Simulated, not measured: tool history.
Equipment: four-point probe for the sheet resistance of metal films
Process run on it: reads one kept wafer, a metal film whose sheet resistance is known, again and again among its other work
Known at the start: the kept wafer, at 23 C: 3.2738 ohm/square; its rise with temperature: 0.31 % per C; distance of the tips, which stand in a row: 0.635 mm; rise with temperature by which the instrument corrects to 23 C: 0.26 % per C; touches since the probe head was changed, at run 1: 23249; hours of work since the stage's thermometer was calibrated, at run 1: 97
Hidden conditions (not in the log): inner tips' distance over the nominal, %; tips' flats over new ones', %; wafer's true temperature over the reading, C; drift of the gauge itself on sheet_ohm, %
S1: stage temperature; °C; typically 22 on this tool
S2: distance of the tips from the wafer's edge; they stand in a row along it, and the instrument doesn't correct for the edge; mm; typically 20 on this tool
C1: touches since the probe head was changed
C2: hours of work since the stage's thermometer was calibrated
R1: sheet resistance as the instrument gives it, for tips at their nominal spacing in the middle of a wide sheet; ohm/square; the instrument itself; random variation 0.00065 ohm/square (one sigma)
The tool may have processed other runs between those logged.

{"run": 1, "hour": 0.0, "S1": 22, "S2": 20, "C1": 23249, "C2": 97, "R1": 3.275195}
{"run": 2, "hour": 79.4, "S1": 22, "S2": 20, "C1": 25337, "C2": 154, "R1": 3.274451}
{"run": 3, "hour": 135.8, "S1": 22, "S2": 8, "C1": 26818, "C2": 195, "R1": 3.283022}
{"run": 4, "hour": 194.2, "S1": 22, "S2": 17, "C1": 28355, "C2": 237, "R1": 3.274703}
{"run": 5, "hour": 235.8, "S1": 24, "S2": 20, "C1": 29447, "C2": 267, "R1": 3.277131}
{"run": 6, "hour": 295.9, "S1": 24, "S2": 20, "C1": 31027, "C2": 311, "R1": 3.275974}
{"run": 7, "hour": 381.1, "S1": 22, "S2": 20, "C1": 33266, "C2": 372, "R1": 3.27325}
{"run": 8, "hour": 461.8, "S1": 22, "S2": 20, "C1": 35389, "C2": 430, "R1": 3.273382}
{"run": 9, "hour": 510.4, "S1": 22, "S2": 20, "C1": 36666, "C2": 465, "R1": 3.273178}
{"run": 10, "hour": 564.8, "S1": 22, "S2": 20, "C1": 38097, "C2": 504, "R1": 3.273454}
{"run": 11, "hour": 656.1, "S1": 22, "S2": 14, "C1": 40495, "C2": 570, "R1": 3.276033}
{"run": 12, "hour": 698.2, "S1": 22, "S2": 14, "C1": 41603, "C2": 601, "R1": 3.274881}
{"run": 13, "hour": 753.6, "S1": 22, "S2": 14, "C1": 43060, "C2": 641, "R1": 3.275909}
{"run": 14, "hour": 795.1, "S1": 22, "S2": 53, "C1": 44150, "C2": 670, "R1": 3.273015}
{"run": 15, "hour": 841.0, "S1": 22, "S2": 20, "C1": 45356, "C2": 704, "R1": 3.273748}
{"run": 16, "hour": 910.1, "S1": 22, "S2": 20, "C1": 47173, "C2": 753, "R1": 3.274065}
{"run": 17, "hour": 948.9, "S1": 22, "S2": 20, "C1": 48192, "C2": 781, "R1": 3.273934}
{"run": 18, "hour": 991.8, "S1": 23, "S2": 20, "C1": 49322, "C2": 812, "R1": 3.27419}
{"run": 19, "hour": 1051.1, "S1": 22, "S2": 20, "C1": 50880, "C2": 855, "R1": 3.274045}
{"run": 20, "hour": 1107.5, "S1": 22, "S2": 20, "C1": 52361, "C2": 896, "R1": 3.273642}
{"run": 21, "hour": 1185.4, "S1": 21, "S2": 14, "C1": 54410, "C2": 952, "R1": 3.274925}
{"run": 22, "hour": 1222.3, "S1": 21, "S2": 14, "C1": 55381, "C2": 978, "R1": 3.27392}
{"run": 23, "hour": 1306.1, "S1": 21, "S2": 14, "C1": 57582, "C2": 1039, "R1": 3.274135}
{"run": 24, "hour": 1389.3, "S1": 22, "S2": 47, "C1": 59768, "C2": 1099, "R1": 3.2731}
{"run": 25, "hour": 1429.2, "S1": 35, "S2": 34, "C1": 60817, "C2": 1128, "R1": 3.292862}
{"run": 26, "hour": 1479.9, "S1": 29, "S2": 36, "C1": 62151, "C2": 1164, "R1": 3.284125}
{"run": 27, "hour": 1524.5, "S1": 18, "S2": 18, "C1": 63324, "C2": 1196, "R1": 3.266565}
{"run": 28, "hour": 1576.3, "S1": 18, "S2": 3, "C1": 64685, "C2": 1234, "R1": 3.342395}
{"run": 29, "hour": 1616.5, "S1": 18, "S2": 20, "C1": 65741, "C2": 1263, "R1": 3.26691}
{"run": 30, "hour": 1705.5, "S1": 25, "S2": 20, "C1": 68082, "C2": 1327, "R1": 3.278746}
{"run": 31, "hour": 1789.1, "S1": 22, "S2": 3, "C1": 70280, "C2": 1387, "R1": 3.350464}
{"run": 32, "hour": 1864.9, "S1": 34, "S2": 7, "C1": 72271, "C2": 1442, "R1": 3.304835}
{"run": 33, "hour": 1917.9, "S1": 33, "S2": 19, "C1": 73665, "C2": 1480, "R1": 3.291188}
{"run": 34, "hour": 1964.6, "S1": 19, "S2": 6, "C1": 74892, "C2": 1514, "R1": 3.28799}
{"run": 35, "hour": 2016.4, "S1": 19, "S2": 6, "C1": 76255, "C2": 1551, "R1": 3.28639}
{"run": 36, "hour": 2056.2, "S1": 29, "S2": 12, "C1": 77301, "C2": 1580, "R1": 3.287909}
{"run": 37, "hour": 2120.8, "S1": 34, "S2": 7, "C1": 79000, "C2": 1626, "R1": 3.304472}
{"run": 38, "hour": 2196.3, "S1": 29, "S2": 6, "C1": 80983, "C2": 1681, "R1": 3.302538}

Alternative continuations, all from the tool just after run 38; predict every row:
{"run": "A", "hour": 2240.3, "S1": 21, "S2": 8, "C1": 82139, "C2": 1712, "R1": "?"}
{"run": "B", "hour": 2240.3, "S1": 21, "S2": 20, "C1": 82139, "C2": 1712, "R1": "?"}
{"run": "C", "hour": 2240.3, "S1": 21, "S2": 18, "C1": 82139, "C2": 1712, "R1": "?"}
{"run": "D", "hour": 2240.3, "S1": 18, "S2": 16, "C1": 82139, "C2": 1712, "R1": "?"}
{"run": "E", "hour": 2240.3, "S1": 32, "S2": 35, "C1": 82139, "C2": 1712, "R1": "?"}

run=A R1=3.281147
run=B R1=3.27221
run=C R1=3.271886
run=D R1=3.268172
run=E R1=3.288691
Take away the tool's hidden state, keep each run's random variation, and the runs would have read:
run=A R1=3.281217
run=B R1=3.27228
run=C R1=3.271956
run=D R1=3.268242
run=E R1=3.28876
